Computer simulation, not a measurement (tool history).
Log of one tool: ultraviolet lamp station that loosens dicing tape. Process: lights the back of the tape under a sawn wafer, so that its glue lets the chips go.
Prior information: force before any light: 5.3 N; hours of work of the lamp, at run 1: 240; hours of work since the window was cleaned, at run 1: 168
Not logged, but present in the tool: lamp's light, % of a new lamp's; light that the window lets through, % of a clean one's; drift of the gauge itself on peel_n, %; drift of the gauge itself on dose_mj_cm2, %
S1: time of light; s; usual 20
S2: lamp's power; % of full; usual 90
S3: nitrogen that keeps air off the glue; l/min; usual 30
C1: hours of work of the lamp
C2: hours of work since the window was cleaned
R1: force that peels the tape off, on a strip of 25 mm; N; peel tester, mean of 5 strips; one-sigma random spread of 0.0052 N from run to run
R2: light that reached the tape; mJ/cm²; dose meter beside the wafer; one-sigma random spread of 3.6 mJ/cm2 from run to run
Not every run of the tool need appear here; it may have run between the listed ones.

{"run": 1, "hour": 0.0, "S1": 20, "S2": 90, "S3": 30, "C1": 240, "C2": 168, "R1": 0.102, "R2": 587}
{"run": 2, "hour": 12.9, "S1": 20, "S2": 90, "S3": 30, "C1": 245, "C2": 174, "R1": 0.098, "R2": 588}
{"run": 3, "hour": 37.8, "S1": 20, "S2": 90, "S3": 30, "C1": 256, "C2": 185, "R1": 0.103, "R2": 587}
{"run": 4, "hour": 59.7, "S1": 20, "S2": 90, "S3": 30, "C1": 266, "C2": 194, "R1": 0.101, "R2": 597}
{"run": 5, "hour": 75.5, "S1": 20, "S2": 90, "S3": 30, "C1": 273, "C2": 201, "R1": 0.109, "R2": 588}
{"run": 6, "hour": 97.7, "S1": 20, "S2": 99, "S3": 30, "C1": 283, "C2": 211, "R1": 0.099, "R2": 651}
{"hour": 124.4, "done": "window cleaned of glue's vapour"}
{"run": 7, "hour": 126.4, "S1": 20, "S2": 99, "S3": 30, "C1": 295, "C2": 1, "R1": 0.089, "R2": 653}
{"run": 8, "hour": 148.0, "S1": 20, "S2": 99, "S3": 30, "C1": 305, "C2": 10, "R1": 0.094, "R2": 658}
{"run": 9, "hour": 176.0, "S1": 20, "S2": 99, "S3": 30, "C1": 317, "C2": 23, "R1": 0.096, "R2": 651}
{"run": 10, "hour": 189.3, "S1": 20, "S2": 90, "S3": 30, "C1": 323, "C2": 29, "R1": 0.093, "R2": 594}
{"run": 11, "hour": 208.4, "S1": 20, "S2": 71, "S3": 30, "C1": 331, "C2": 37, "R1": 0.154, "R2": 469}
{"run": 12, "hour": 220.8, "S1": 20, "S2": 71, "S3": 30, "C1": 337, "C2": 43, "R1": 0.148, "R2": 470}
{"run": 13, "hour": 249.8, "S1": 17, "S2": 90, "S3": 30, "C1": 350, "C2": 55, "R1": 0.125, "R2": 505}
{"run": 14, "hour": 265.6, "S1": 31, "S2": 90, "S3": 30, "C1": 357, "C2": 62, "R1": 0.089, "R2": 909}
{"run": 15, "hour": 282.2, "S1": 20, "S2": 90, "S3": 30, "C1": 364, "C2": 70, "R1": 0.109, "R2": 589}
{"run": 16, "hour": 294.8, "S1": 20, "S2": 90, "S3": 30, "C1": 369, "C2": 75, "R1": 0.103, "R2": 597}
{"run": 17, "hour": 317.1, "S1": 20, "S2": 90, "S3": 30, "C1": 379, "C2": 85, "R1": 0.108, "R2": 592}
{"run": 18, "hour": 335.1, "S1": 20, "S2": 90, "S3": 30, "C1": 387, "C2": 93, "R1": 0.108, "R2": 593}
{"run": 19, "hour": 349.7, "S1": 20, "S2": 90, "S3": 30, "C1": 394, "C2": 99, "R1": 0.099, "R2": 589}
{"run": 20, "hour": 379.0, "S1": 20, "S2": 90, "S3": 30, "C1": 407, "C2": 112, "R1": 0.103, "R2": 592}
{"run": 21, "hour": 403.9, "S1": 20, "S2": 90, "S3": 30, "C1": 418, "C2": 123, "R1": 0.101, "R2": 592}
{"run": 22, "hour": 418.1, "S1": 20, "S2": 90, "S3": 30, "C1": 424, "C2": 130, "R1": 0.103, "R2": 583}
{"run": 23, "hour": 444.3, "S1": 20, "S2": 98, "S3": 10, "C1": 435, "C2": 141, "R1": 0.134, "R2": 648}
{"run": 24, "hour": 463.4, "S1": 20, "S2": 80, "S3": 29, "C1": 444, "C2": 150, "R1": 0.116, "R2": 524}
{"run": 25, "hour": 486.6, "S1": 20, "S2": 89, "S3": 45, "C1": 454, "C2": 160, "R1": 0.094, "R2": 590}
{"run": 26, "hour": 502.0, "S1": 20, "S2": 89, "S3": 45, "C1": 461, "C2": 167, "R1": 0.093, "R2": 590}
{"run": 27, "hour": 515.7, "S1": 20, "S2": 89, "S3": 45, "C1": 467, "C2": 173, "R1": 0.098, "R2": 586}
{"run": 28, "hour": 540.0, "S1": 15, "S2": 70, "S3": 30, "C1": 478, "C2": 183, "R1": 0.285, "R2": 349}
{"run": 29, "hour": 568.7, "S1": 26, "S2": 89, "S3": 14, "C1": 490, "C2": 196, "R1": 0.096, "R2": 761}
{"run": 30, "hour": 594.5, "S1": 39, "S2": 66, "S3": 14, "C1": 502, "C2": 207, "R1": 0.096, "R2": 840}
{"run": 31, "hour": 618.2, "S1": 39, "S2": 66, "S3": 14, "C1": 512, "C2": 218, "R1": 0.088, "R2": 844}
{"hour": 628.0, "done": "window cleaned of glue's vapour"}
{"run": 32, "hour": 631.4, "S1": 39, "S2": 66, "S3": 14, "C1": 518, "C2": 2, "R1": 0.092, "R2": 852}
{"run": 33, "hour": 657.8, "S1": 39, "S2": 66, "S3": 14, "C1": 529, "C2": 13, "R1": 0.086, "R2": 849}
{"run": 34, "hour": 679.2, "S1": 39, "S2": 66, "S3": 14, "C1": 539, "C2": 23, "R1": 0.077, "R2": 844}
{"run": 35, "hour": 696.0, "S1": 39, "S2": 66, "S3": 14, "C1": 546, "C2": 30, "R1": 0.087, "R2": 850}
{"run": 36, "hour": 722.7, "S1": 11, "S2": 78, "S3": 30, "C1": 558, "C2": 42, "R1": 0.462, "R2": 281}
{"run": 37, "hour": 737.5, "S1": 20, "S2": 81, "S3": 30, "C1": 565, "C2": 48, "R1": 0.117, "R2": 534}
{"run": 38, "hour": 749.9, "S1": 20, "S2": 81, "S3": 30, "C1": 570, "C2": 54, "R1": 0.112, "R2": 531}
{"run": 39, "hour": 769.2, "S1": 20, "S2": 98, "S3": 19, "C1": 579, "C2": 62, "R1": 0.103, "R2": 646}
{"run": 40, "hour": 786.5, "S1": 20, "S2": 98, "S3": 19, "C1": 586, "C2": 70, "R1": 0.098, "R2": 648}
{"run": 41, "hour": 801.7, "S1": 20, "S2": 98, "S3": 19, "C1": 593, "C2": 77, "R1": 0.098, "R2": 646}
{"run": 42, "hour": 814.4, "S1": 32, "S2": 67, "S3": 30, "C1": 599, "C2": 82, "R1": 0.088, "R2": 703}
{"run": 43, "hour": 841.4, "S1": 38, "S2": 76, "S3": 29, "C1": 610, "C2": 94, "R1": 0.086, "R2": 948}

Here are 3 independent what-if runs from the current tool condition. What would each one return?
{"run": "A", "hour": 853.8, "S1": 38, "S2": 76, "S3": 25, "C1": 616, "C2": 100, "R1": "?", "R2": "?"}
{"run": "B", "hour": 853.8, "S1": 38, "S2": 69, "S3": 25, "C1": 616, "C2": 100, "R1": "?", "R2": "?"}
{"run": "C", "hour": 853.8, "S1": 31, "S2": 76, "S3": 29, "C1": 616, "C2": 100, "R1": "?", "R2": "?"}

run=A R1=0.072 R2=950
run=B R1=0.09 R2=856
run=C R1=0.081 R2=774
What these runs would have given with no unlogged condition in the tool:
run=A R1=0.072 R2=952
run=B R1=0.09 R2=857
run=C R1=0.081 R2=776

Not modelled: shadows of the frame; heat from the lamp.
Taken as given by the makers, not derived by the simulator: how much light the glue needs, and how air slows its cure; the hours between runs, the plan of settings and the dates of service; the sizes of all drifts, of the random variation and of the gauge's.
